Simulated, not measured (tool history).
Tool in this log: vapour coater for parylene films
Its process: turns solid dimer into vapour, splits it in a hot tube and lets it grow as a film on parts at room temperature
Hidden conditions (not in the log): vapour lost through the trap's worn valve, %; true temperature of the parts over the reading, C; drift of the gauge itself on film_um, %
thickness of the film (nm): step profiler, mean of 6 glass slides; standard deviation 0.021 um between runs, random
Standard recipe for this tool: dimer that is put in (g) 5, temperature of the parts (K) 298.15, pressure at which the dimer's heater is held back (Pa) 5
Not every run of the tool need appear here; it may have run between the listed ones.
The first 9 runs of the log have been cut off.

| run | day | dimer that is put in (g) | temperature of the parts (K) | pressure at which the dimer's heater is held back (Pa) | hours of work since the trap's valve was overhauled | hours of work since the table's thermometer was calibrated | thickness of the film (nm) |
|---|---|---|---|---|---|---|---|
| 10 | 6.783 | 5 | 298.15 | 5 | 33 | 756 | 2160 |
|  | 7.021 | trap's valve overhauled, once more |
| 11 | 7.783 | 5 | 298.15 | 7.75 | 14 | 772 | 2560 |
| 12 | 8.238 | 5 | 298.15 | 5 | 23 | 781 | 2600 |
| 13 | 8.742 | 3 | 298.15 | 5 | 32 | 790 | 1550 |
| 14 | 9.279 | 3 | 298.15 | 5 | 43 | 800 | 1550 |
| 15 | 9.917 | 3 | 298.15 | 5 | 55 | 812 | 1570 |
| 16 | 10.446 | 5 | 298.15 | 8.12 | 65 | 822 | 2540 |
| 17 | 11.075 | 7 | 298.15 | 5.95 | 77 | 834 | 3580 |
| 18 | 12.083 | 5 | 307.15 | 5.8 | 96 | 853 | 1820 |
| 19 | 12.808 | 5 | 307.15 | 5.8 | 109 | 867 | 1790 |
| 20 | 13.412 | 5 | 307.15 | 5.8 | 121 | 879 | 1840 |
| 21 | 14.192 | 4 | 296.15 | 4.2 | 135 | 893 | 2220 |
| 22 | 15.125 | 5 | 304.15 | 8.51 | 153 | 911 | 1990 |
| 23 | 16.058 | 5 | 304.15 | 8.51 | 171 | 929 | 1970 |
| 24 | 16.883 | 8 | 304.15 | 4.3 | 186 | 944 | 3200 |
| 25 | 17.733 | 9 | 299.15 | 4.23 | 202 | 960 | 4300 |
| 26 | 18.158 | 8 | 298.15 | 5 | 210 | 968 | 3950 |
| 27 | 18.817 | 5 | 298.15 | 5 | 223 | 981 | 2480 |
| 28 | 19.383 | 6 | 306.15 | 5.37 | 234 | 991 | 2200 |
| 29 | 20.158 | 6 | 306.15 | 5.37 | 248 | 1006 | 2200 |
| 30 | 20.712 | 6 | 306.15 | 5.37 | 259 | 1017 | 2200 |
| 31 | 21.212 | 6 | 306.15 | 5.37 | 268 | 1026 | 2130 |

Consider 3 possible next runs. They are alternatives, not a sequence: every one starts from the tool as it was left by run 31. What does each give?
| A | 21.979 | 4 | 298.15 | 2.09 | 283 | 1040 | ? |
| B | 21.979 | 6 | 298.15 | 5 | 283 | 1040 | ? |
| C | 21.979 | 6 | 306.15 | 2.51 | 283 | 1040 | ? |

| run | thickness of the film (nm) |
|---|---|
| A | 2000 |
| B | 2920 |
| C | 2260 |
The same runs, with their run-to-run variation unchanged, on a tool lacking any hidden condition would have given:
| run | thickness of the film (nm) |
|---|---|
| A | 2260 |
| B | 3300 |
| C | 2540 |
